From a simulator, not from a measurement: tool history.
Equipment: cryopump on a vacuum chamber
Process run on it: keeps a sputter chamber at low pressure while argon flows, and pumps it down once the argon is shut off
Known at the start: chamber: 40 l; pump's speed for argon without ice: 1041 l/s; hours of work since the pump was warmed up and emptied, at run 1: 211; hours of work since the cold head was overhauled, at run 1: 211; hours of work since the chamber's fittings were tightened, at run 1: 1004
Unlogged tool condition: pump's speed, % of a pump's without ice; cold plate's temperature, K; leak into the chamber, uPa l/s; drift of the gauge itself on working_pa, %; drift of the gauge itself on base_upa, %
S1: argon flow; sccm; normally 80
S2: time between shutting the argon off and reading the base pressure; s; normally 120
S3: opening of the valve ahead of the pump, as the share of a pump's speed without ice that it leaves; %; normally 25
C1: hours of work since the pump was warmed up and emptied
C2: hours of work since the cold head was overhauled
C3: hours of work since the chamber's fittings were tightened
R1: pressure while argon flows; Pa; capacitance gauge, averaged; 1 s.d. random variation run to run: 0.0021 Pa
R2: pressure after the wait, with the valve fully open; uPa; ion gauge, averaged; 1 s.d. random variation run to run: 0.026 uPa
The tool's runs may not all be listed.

{"run": 1, "day": 0.0, "S1": 80, "S2": 120, "S3": 25, "C1": 211, "C2": 211, "C3": 1004, "R1": 0.5249, "R2": 3.93}
{"run": 2, "day": 1.021, "S1": 80, "S2": 120, "S3": 25, "C1": 222, "C2": 222, "C3": 1015, "R1": 0.5245, "R2": 4.04}
{"run": 3, "day": 2.154, "S1": 80, "S2": 120, "S3": 25, "C1": 234, "C2": 234, "C3": 1027, "R1": 0.5237, "R2": 4.12}
{"run": 4, "day": 2.862, "S1": 80, "S2": 120, "S3": 25, "C1": 241, "C2": 241, "C3": 1034, "R1": 0.5288, "R2": 4.01}
{"run": 5, "day": 3.604, "S1": 40, "S2": 120, "S3": 25, "C1": 249, "C2": 249, "C3": 1042, "R1": 0.2627, "R2": 4.05}
{"run": 6, "day": 4.671, "S1": 40, "S2": 120, "S3": 25, "C1": 260, "C2": 260, "C3": 1053, "R1": 0.2653, "R2": 4.11}
{"run": 7, "day": 5.904, "S1": 40, "S2": 120, "S3": 25, "C1": 273, "C2": 273, "C3": 1066, "R1": 0.2638, "R2": 4.25}
{"run": 8, "day": 6.488, "S1": 80, "S2": 120, "S3": 22, "C1": 279, "C2": 279, "C3": 1072, "R1": 0.5987, "R2": 4.3}
{"run": 9, "day": 7.396, "S1": 80, "S2": 120, "S3": 22, "C1": 288, "C2": 288, "C3": 1081, "R1": 0.6048, "R2": 4.24}
{"day": 8.1, "done": "leaking fittings of the chamber tightened, without venting"}
{"run": 10, "day": 8.367, "S1": 123, "S2": 120, "S3": 25, "C1": 298, "C2": 298, "C3": 3, "R1": 0.8176, "R2": 1.12}
{"run": 11, "day": 9.317, "S1": 80, "S2": 134, "S3": 25, "C1": 308, "C2": 308, "C3": 13, "R1": 0.5284, "R2": 1.06}
{"run": 12, "day": 10.088, "S1": 80, "S2": 120, "S3": 16, "C1": 316, "C2": 316, "C3": 21, "R1": 0.8172, "R2": 1.17}
{"run": 13, "day": 11.142, "S1": 80, "S2": 120, "S3": 25, "C1": 327, "C2": 327, "C3": 32, "R1": 0.5316, "R2": 1.21}
{"run": 14, "day": 11.733, "S1": 80, "S2": 120, "S3": 25, "C1": 333, "C2": 333, "C3": 38, "R1": 0.535, "R2": 1.2}
{"run": 15, "day": 12.842, "S1": 80, "S2": 118, "S3": 25, "C1": 344, "C2": 344, "C3": 49, "R1": 0.5293, "R2": 1.3}
{"run": 16, "day": 13.921, "S1": 80, "S2": 120, "S3": 25, "C1": 355, "C2": 355, "C3": 61, "R1": 0.5318, "R2": 1.3}
{"run": 17, "day": 14.538, "S1": 80, "S2": 120, "S3": 25, "C1": 362, "C2": 362, "C3": 67, "R1": 0.5332, "R2": 1.25}
{"run": 18, "day": 15.45, "S1": 80, "S2": 120, "S3": 20, "C1": 371, "C2": 371, "C3": 77, "R1": 0.6651, "R2": 1.31}
{"run": 19, "day": 16.575, "S1": 35, "S2": 188, "S3": 44, "C1": 383, "C2": 383, "C3": 88, "R1": 0.1358, "R2": 1.1}
{"run": 20, "day": 17.438, "S1": 35, "S2": 188, "S3": 44, "C1": 392, "C2": 392, "C3": 97, "R1": 0.1356, "R2": 1.15}
{"run": 21, "day": 18.662, "S1": 72, "S2": 268, "S3": 25, "C1": 405, "C2": 405, "C3": 110, "R1": 0.4803, "R2": 1.02}
{"run": 22, "day": 19.279, "S1": 72, "S2": 268, "S3": 25, "C1": 411, "C2": 411, "C3": 116, "R1": 0.4808, "R2": 0.98}
{"run": 23, "day": 20.2, "S1": 35, "S2": 137, "S3": 19, "C1": 421, "C2": 421, "C3": 126, "R1": 0.3076, "R2": 1.41}
{"run": 24, "day": 20.75, "S1": 80, "S2": 46, "S3": 37, "C1": 427, "C2": 427, "C3": 132, "R1": 0.3648, "R2": 2.77}
{"run": 25, "day": 21.754, "S1": 37, "S2": 89, "S3": 37, "C1": 437, "C2": 437, "C3": 142, "R1": 0.1686, "R2": 1.77}
{"run": 26, "day": 22.312, "S1": 37, "S2": 89, "S3": 37, "C1": 443, "C2": 443, "C3": 148, "R1": 0.1721, "R2": 1.88}
{"run": 27, "day": 22.992, "S1": 75, "S2": 241, "S3": 39, "C1": 450, "C2": 450, "C3": 155, "R1": 0.3275, "R2": 1.17}
{"run": 28, "day": 24.171, "S1": 66, "S2": 120, "S3": 30, "C1": 462, "C2": 462, "C3": 167, "R1": 0.3728, "R2": 1.6}
{"run": 29, "day": 24.917, "S1": 66, "S2": 120, "S3": 52, "C1": 470, "C2": 470, "C3": 175, "R1": 0.2203, "R2": 1.66}
{"run": 30, "day": 25.667, "S1": 66, "S2": 120, "S3": 52, "C1": 478, "C2": 478, "C3": 183, "R1": 0.222, "R2": 1.71}
{"run": 31, "day": 26.654, "S1": 66, "S2": 120, "S3": 52, "C1": 488, "C2": 488, "C3": 193, "R1": 0.2208, "R2": 1.75}
{"run": 32, "day": 27.358, "S1": 80, "S2": 120, "S3": 20, "C1": 495, "C2": 495, "C3": 201, "R1": 0.6691, "R2": 1.75}
{"run": 33, "day": 28.104, "S1": 142, "S2": 120, "S3": 52, "C1": 503, "C2": 503, "C3": 208, "R1": 0.4781, "R2": 1.8}

Describe how what the log doesn't record of the tool's condition differs between the last listed run preceding each entry between runs and the first listed run following it.
Between runs 9 and 10: leaking fittings of the chamber tightened, without venting (day 8.1)
  pump's speed, % of a pump's without ice: 92.7 -> 92.4; leak into the chamber, uPa l/s: 3323 -> 314
  the result without the hidden state subtracted from the measured one, R1: +0.0107 -> +0.0169 Pa; R2: +3.15 -> +0.04 uPa
